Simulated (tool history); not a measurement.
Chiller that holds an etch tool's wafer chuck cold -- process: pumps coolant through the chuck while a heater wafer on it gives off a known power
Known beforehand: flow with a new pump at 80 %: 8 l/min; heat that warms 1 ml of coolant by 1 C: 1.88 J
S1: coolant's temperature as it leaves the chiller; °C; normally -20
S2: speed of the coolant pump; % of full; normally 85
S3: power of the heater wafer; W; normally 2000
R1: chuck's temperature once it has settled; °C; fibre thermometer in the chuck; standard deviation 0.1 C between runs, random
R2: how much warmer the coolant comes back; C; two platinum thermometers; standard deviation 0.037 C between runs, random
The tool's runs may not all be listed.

{"run": 1, "hour": 0.0, "S1": -20, "S2": 85, "S3": 2000, "R1": 5.9, "R2": 7.76}
{"run": 2, "hour": 22.6, "S1": -20, "S2": 85, "S3": 2000, "R1": 6.2, "R2": 7.68}
{"run": 3, "hour": 74.2, "S1": -20, "S2": 85, "S3": 2000, "R1": 6.1, "R2": 7.69}
{"run": 4, "hour": 114.9, "S1": -20, "S2": 85, "S3": 2000, "R1": 6.2, "R2": 7.67}
{"run": 5, "hour": 154.8, "S1": -20, "S2": 85, "S3": 2000, "R1": 6.2, "R2": 7.75}
{"run": 6, "hour": 188.2, "S1": -13, "S2": 72, "S3": 1677, "R1": 11.5, "R2": 7.71}
{"run": 7, "hour": 221.8, "S1": -23, "S2": 71, "S3": 2000, "R1": 6.4, "R2": 9.43}
{"hour": 225.7, "done": "chiller's thermometer calibrated"}
{"run": 8, "hour": 262.6, "S1": -23, "S2": 71, "S3": 2000, "R1": 6.5, "R2": 9.39}
{"run": 9, "hour": 312.0, "S1": -20, "S2": 62, "S3": 1186, "R1": -1.0, "R2": 6.55}
{"run": 10, "hour": 361.0, "S1": -11, "S2": 64, "S3": 1747, "R1": 16.5, "R2": 9.24}

What if the next run were any one of these 4? Each begins from the tool's condition after run 10:
{"run": "A", "hour": 410.7, "S1": -11, "S2": 64, "S3": 2228, "R1": "?", "R2": "?"}
{"run": "B", "hour": 410.7, "S1": -14, "S2": 72, "S3": 1059, "R1": "?", "R2": "?"}
{"run": "C", "hour": 410.7, "S1": -11, "S2": 64, "S3": 1747, "R1": "?", "R2": "?"}
{"run": "D", "hour": 410.7, "S1": -13, "S2": 85, "S3": 2533, "R1": "?", "R2": "?"}

run=A R1=24.3 R2=11.82
run=B R1=1.4 R2=4.92
run=C R1=16.7 R2=9.29
run=D R1=20.4 R2=9.87
The same runs, with their run-to-run variation unchanged, on a tool lacking any hidden condition would have given:
run=A R1=21.2 R2=11.35
run=B R1=0.1 R2=4.72
run=C R1=14.3 R2=8.93
run=D R1=17.4 R2=9.48
